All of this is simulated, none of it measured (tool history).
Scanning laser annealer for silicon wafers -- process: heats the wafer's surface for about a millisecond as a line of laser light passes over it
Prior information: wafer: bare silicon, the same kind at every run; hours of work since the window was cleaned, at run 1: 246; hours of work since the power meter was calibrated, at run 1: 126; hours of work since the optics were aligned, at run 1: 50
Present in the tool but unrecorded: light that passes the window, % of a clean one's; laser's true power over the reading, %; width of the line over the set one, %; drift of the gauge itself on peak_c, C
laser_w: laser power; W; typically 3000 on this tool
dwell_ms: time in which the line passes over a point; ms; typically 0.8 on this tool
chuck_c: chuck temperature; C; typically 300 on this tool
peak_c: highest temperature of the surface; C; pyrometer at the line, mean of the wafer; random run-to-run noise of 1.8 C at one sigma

run     day  laser_w  dwell_ms  chuck_c  hours of work since the window was cleaned  hours of work since the power meter was calibrated  hours of work since the optics were aligned  peak_c
  1       0     3000       0.8      300                                         246                                                 126                                           50    1045
  2   0.529     3000       0.8      300                                         255                                                 136                                           60    1045
  3   0.942     3000       0.8      300                                         263                                                 143                                           68    1042
  4   1.679     3000       0.8      300                                         277                                                 157                                           81    1040
  5    2.25     3000       0.8      300                                         287                                                 168                                           92    1038
  6   2.654     3000       0.8      300                                         295                                                 175                                          100    1043
  7    3.25     3000       0.8      300                                         306                                                 186                                          111    1040
  8   3.646     3000       0.8      300                                         313                                                 194                                          118    1038
  9   4.429     3000       0.8      300                                         328                                                 208                                          133    1033
 10   4.958     3000       0.8      300                                         338                                                 218                                          142    1032
      5.358  -- window over the wafer cleaned
 11   5.754     3299     0.785      330                                           7                                                 232                                          156    1127
 12   6.488     3169     0.842      288                                          21                                                 245                                          169    1079
 13   6.871     3029     0.704      298                                          28                                                 252                                          176     975
      7.242  -- window over the wafer cleaned, once more
 14   7.488     3238       0.8      300                                           5                                                 262                                          186    1136
 15   8.204     3158     0.577      320                                          18                                                 276                                          200     990
 16   9.025     3238     0.774      323                                          33                                                 291                                          215    1146
 17   9.633     3238     0.774      323                                          44                                                 302                                          226    1142
 18  10.258     2828     0.662      263                                          56                                                 314                                          238     905
 19  10.725     2828     0.662      263                                          65                                                 323                                          247     903

Predict the results of run 20:
 20  11.267     2828     0.662      263                                          75                                                 333                                          257       ?

Logged for run 20: peak_c 902 C.
On a tool with no hidden condition, and with the same random variation, this run would have come out at peak_c 916 C.
